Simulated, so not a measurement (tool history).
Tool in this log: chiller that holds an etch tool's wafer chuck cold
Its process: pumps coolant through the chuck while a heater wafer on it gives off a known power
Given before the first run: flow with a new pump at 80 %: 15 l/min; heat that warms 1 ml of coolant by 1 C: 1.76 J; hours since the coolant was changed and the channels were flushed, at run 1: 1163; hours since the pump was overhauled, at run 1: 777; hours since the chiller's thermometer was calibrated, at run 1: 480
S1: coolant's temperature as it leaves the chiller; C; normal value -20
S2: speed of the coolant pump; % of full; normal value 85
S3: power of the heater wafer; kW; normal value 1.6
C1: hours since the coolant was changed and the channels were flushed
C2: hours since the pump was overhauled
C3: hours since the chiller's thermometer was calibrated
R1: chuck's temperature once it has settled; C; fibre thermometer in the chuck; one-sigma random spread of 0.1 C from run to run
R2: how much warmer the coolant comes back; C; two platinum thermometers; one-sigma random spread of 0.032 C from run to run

run	hour	S1	S2	S3	C1	C2	C3	R1	R2
1	0	-20	85	1.6	1163	777	480	-3.4	3.47
2	49.3	-20	85	1.6	1212	827	529	-3.3	3.48
3	82.3	-20	85	1.6	1245	860	562	-3.5	3.41
4	102.7	-20	85	1.6	1266	880	582	-3.3	3.45
5	126.5	-20	85	1.6	1289	904	606	-3.3	3.41
6	167.3	-20	85	1.6	1330	945	647	-3.2	3.5
7	213.8	-20	83	1.6	1377	991	694	-2.8	3.54
8	245.4	-20	79	1.6	1408	1023	725	-2.2	3.75
9	290.4	-20	75	1.6	1453	1068	770	-1.3	3.95
10	324.5	-20	75	1.6	1487	1102	804	-1.1	3.99
11	365.9	-20	75	1.6	1529	1143	846	-1.2	4.04
12	404.6	-20	85	1.6	1567	1182	884	-3.3	3.51
# hour 409.8: chiller's thermometer calibrated
13	438	-20	85	1.6	1600	1214	28	-3	3.52
14	465.3	-20	96	1.6	1627	1242	56	-4.9	3.03
15	490.3	-20	96	1.6	1652	1267	81	-5.1	3.07
# hour 515.3: chiller's thermometer calibrated, once more
16	531.2	-20	96	1.6	1692	1307	16	-4.9	3
17	559.2	-20	81	1.6	1720	1335	44	-2.3	3.68
18	581.2	-12	62	1.6	1742	1357	66	10.4	4.93
19	627.5	-26	69	1.696	1788	1403	112	-4.5	4.72
20	655.6	-26	90	1.942	1816	1431	140	-6.3	4.02
21	697.6	-26	90	1.942	1858	1473	182	-6.3	3.98
22	736.9	-20	92	1.6	1898	1512	222	-4	3.18
23	764.2	-20	92	1.6	1925	1540	249	-4	3.28
24	785	-28	96	1.521	1946	1560	270	-13.2	2.89
25	830.4	-20	69	1.087	1991	1606	315	-6.2	2.95
26	877.7	-20	69	1.087	2039	1653	362	-6.2	3.01
27	925.8	-30	69	1.268	2087	1701	411	-13.7	3.55
28	964.2	-30	69	1.268	2125	1740	449	-13.6	3.6
29	988.7	-29	63	1.32	2150	1764	473	-10.6	4.03
30	1028.5	-11	80	1.6	2189	1804	513	7.3	3.77
31	1072.1	-11	80	1.6	2233	1848	557	7.2	3.81
32	1121	-11	75	1.6	2282	1896	606	8.2	4.13

Forecast each of these 4 alternatives for the next run:
A	1160.5	-21	88	1.463	2321	1936	645	?	?
B	1160.5	-15	94	1.055	2321	1936	645	?	?
C	1160.5	-11	73	1.6	2321	1936	645	?	?
D	1160.5	-22	61	1.6	2321	1936	645	?	?

run	R1	R2
A	-5.7	3.12
B	-4.5	2.11
C	8.9	4.21
D	1	5.13
Had the tool no hidden state, the same runs would have come out as:
run	R1	R2
A	-6.8	2.98
B	-5.2	2.02
C	7.5	4.03
D	-0.6	4.91
